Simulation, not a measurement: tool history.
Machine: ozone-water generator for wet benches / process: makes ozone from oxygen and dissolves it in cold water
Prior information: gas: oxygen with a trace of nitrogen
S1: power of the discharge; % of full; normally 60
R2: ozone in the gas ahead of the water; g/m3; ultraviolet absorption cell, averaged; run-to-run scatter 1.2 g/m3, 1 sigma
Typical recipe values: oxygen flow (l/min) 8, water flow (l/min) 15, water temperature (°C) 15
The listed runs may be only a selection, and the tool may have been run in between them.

run 1 hour=0 | S1=60 oxygen_flow_(l/min)=8 water_flow_(l/min)=15 water_temperature_(°C)=15 | dissolved_ozone_(ppm)=25.8 R2=205.4
run 2 hour=39.1 | S1=60 oxygen_flow_(l/min)=8 water_flow_(l/min)=17 water_temperature_(°C)=15 | dissolved_ozone_(ppm)=23.7 R2=200.4
run 3 hour=106.5 | S1=60 oxygen_flow_(l/min)=8 water_flow_(l/min)=17 water_temperature_(°C)=19 | dissolved_ozone_(ppm)=21.5 R2=203.8
run 4 hour=157.8 | S1=60 oxygen_flow_(l/min)=8 water_flow_(l/min)=17 water_temperature_(°C)=19 | dissolved_ozone_(ppm)=22 R2=203
run 5 hour=196.9 | S1=60 oxygen_flow_(l/min)=8 water_flow_(l/min)=15 water_temperature_(°C)=15 | dissolved_ozone_(ppm)=25.7 R2=203.5
run 6 hour=272.3 | S1=60 oxygen_flow_(l/min)=8 water_flow_(l/min)=15 water_temperature_(°C)=15 | dissolved_ozone_(ppm)=25.9 R2=203.7
run 7 hour=315.3 | S1=60 oxygen_flow_(l/min)=8 water_flow_(l/min)=15 water_temperature_(°C)=15 | dissolved_ozone_(ppm)=25.6 R2=203.8
run 8 hour=361.6 | S1=67 oxygen_flow_(l/min)=8 water_flow_(l/min)=15 water_temperature_(°C)=15 | dissolved_ozone_(ppm)=28.4 R2=223.1
run 9 hour=397.8 | S1=67 oxygen_flow_(l/min)=8 water_flow_(l/min)=15 water_temperature_(°C)=15 | dissolved_ozone_(ppm)=28.2 R2=224
run 10 hour=432.6 | S1=60 oxygen_flow_(l/min)=8 water_flow_(l/min)=11 water_temperature_(°C)=15 | dissolved_ozone_(ppm)=31.5 R2=202.6
run 11 hour=490.9 | S1=60 oxygen_flow_(l/min)=8 water_flow_(l/min)=15 water_temperature_(°C)=15 | dissolved_ozone_(ppm)=26 R2=203.2
run 12 hour=522.9 | S1=60 oxygen_flow_(l/min)=8 water_flow_(l/min)=15 water_temperature_(°C)=15 | dissolved_ozone_(ppm)=25.8 R2=202.1
run 13 hour=565.3 | S1=60 oxygen_flow_(l/min)=8 water_flow_(l/min)=15 water_temperature_(°C)=15 | dissolved_ozone_(ppm)=25.5 R2=202.9
run 14 hour=604.4 | S1=60 oxygen_flow_(l/min)=8 water_flow_(l/min)=14 water_temperature_(°C)=15 | dissolved_ozone_(ppm)=26.8 R2=200
run 15 hour=681.4 | S1=60 oxygen_flow_(l/min)=4.83 water_flow_(l/min)=15 water_temperature_(°C)=8 | dissolved_ozone_(ppm)=31 R2=280.4
run 16 hour=756.1 | S1=60 oxygen_flow_(l/min)=4.83 water_flow_(l/min)=15 water_temperature_(°C)=8 | dissolved_ozone_(ppm)=31.4 R2=279
run 17 hour=802.9 | S1=60 oxygen_flow_(l/min)=4.64 water_flow_(l/min)=20 water_temperature_(°C)=8 | dissolved_ozone_(ppm)=23.5 R2=289.7
run 18 hour=868.3 | S1=60 oxygen_flow_(l/min)=12.16 water_flow_(l/min)=15 water_temperature_(°C)=15 | dissolved_ozone_(ppm)=22.5 R2=150.6
run 19 hour=936.8 | S1=60 oxygen_flow_(l/min)=9.19 water_flow_(l/min)=18 water_temperature_(°C)=15 | dissolved_ozone_(ppm)=21.5 R2=182.7
run 20 hour=986.5 | S1=60 oxygen_flow_(l/min)=7.7 water_flow_(l/min)=15 water_temperature_(°C)=15 | dissolved_ozone_(ppm)=25.6 R2=205.2
run 21 hour=1032.5 | S1=100 oxygen_flow_(l/min)=10.77 water_flow_(l/min)=24 water_temperature_(°C)=8 | dissolved_ozone_(ppm)=28.6 R2=252.4
run 22 hour=1068.6 | S1=100 oxygen_flow_(l/min)=10.77 water_flow_(l/min)=24 water_temperature_(°C)=8 | dissolved_ozone_(ppm)=28.7 R2=253.8
run 23 hour=1133.3 | S1=100 oxygen_flow_(l/min)=10.77 water_flow_(l/min)=24 water_temperature_(°C)=8 | dissolved_ozone_(ppm)=28.4 R2=251.8
run 24 hour=1205 | S1=60 oxygen_flow_(l/min)=13.38 water_flow_(l/min)=17 water_temperature_(°C)=15 | dissolved_ozone_(ppm)=19.9 R2=142.9
run 25 hour=1275.3 | S1=68 oxygen_flow_(l/min)=5.96 water_flow_(l/min)=11 water_temperature_(°C)=15 | dissolved_ozone_(ppm)=37.5 R2=269.9
run 26 hour=1348.5 | S1=45 oxygen_flow_(l/min)=4.81 water_flow_(l/min)=22 water_temperature_(°C)=15 | dissolved_ozone_(ppm)=15.4 R2=220.4
run 27 hour=1423.6 | S1=74 oxygen_flow_(l/min)=6.84 water_flow_(l/min)=14 water_temperature_(°C)=9 | dissolved_ozone_(ppm)=36 R2=264.2

Run by run, hidden condition taken away, random variation retained:
The hidden state here: yield of the discharge, % of new electrodes'; contactor's efficiency, % of a clean one's; true water temperature over the reading, C; drift of the gauge itself on ozone_ppm, %; drift of the gauge itself on gas_g_m3, %.
run=1 dissolved_ozone_(ppm)=26.9 R2=208.9
run=2 dissolved_ozone_(ppm)=24.7 R2=204
run=3 dissolved_ozone_(ppm)=22.5 R2=207.7
run=4 dissolved_ozone_(ppm)=23 R2=207.1
run=5 dissolved_ozone_(ppm)=26.9 R2=207.8
run=6 dissolved_ozone_(ppm)=27.2 R2=208.3
run=7 dissolved_ozone_(ppm)=26.9 R2=208.6
run=8 dissolved_ozone_(ppm)=29.9 R2=229.2
run=9 dissolved_ozone_(ppm)=29.7 R2=230.3
run=10 dissolved_ozone_(ppm)=33.1 R2=207.8
run=11 dissolved_ozone_(ppm)=27.4 R2=208.7
run=12 dissolved_ozone_(ppm)=27.2 R2=207.7
run=13 dissolved_ozone_(ppm)=26.9 R2=208.6
run=14 dissolved_ozone_(ppm)=28.3 R2=205.9
run=15 dissolved_ozone_(ppm)=32.8 R2=289.1
run=16 dissolved_ozone_(ppm)=33.3 R2=288
run=17 dissolved_ozone_(ppm)=25 R2=299.3
run=18 dissolved_ozone_(ppm)=23.9 R2=155.9
run=19 dissolved_ozone_(ppm)=22.9 R2=189.3
run=20 dissolved_ozone_(ppm)=27.3 R2=212.8
run=21 dissolved_ozone_(ppm)=31.2 R2=267
run=22 dissolved_ozone_(ppm)=31.4 R2=268.8
run=23 dissolved_ozone_(ppm)=31.1 R2=267.3
run=24 dissolved_ozone_(ppm)=21.4 R2=148.9
run=25 dissolved_ozone_(ppm)=40.4 R2=283
run=26 dissolved_ozone_(ppm)=16.4 R2=227.4
run=27 dissolved_ozone_(ppm)=39.2 R2=279.2
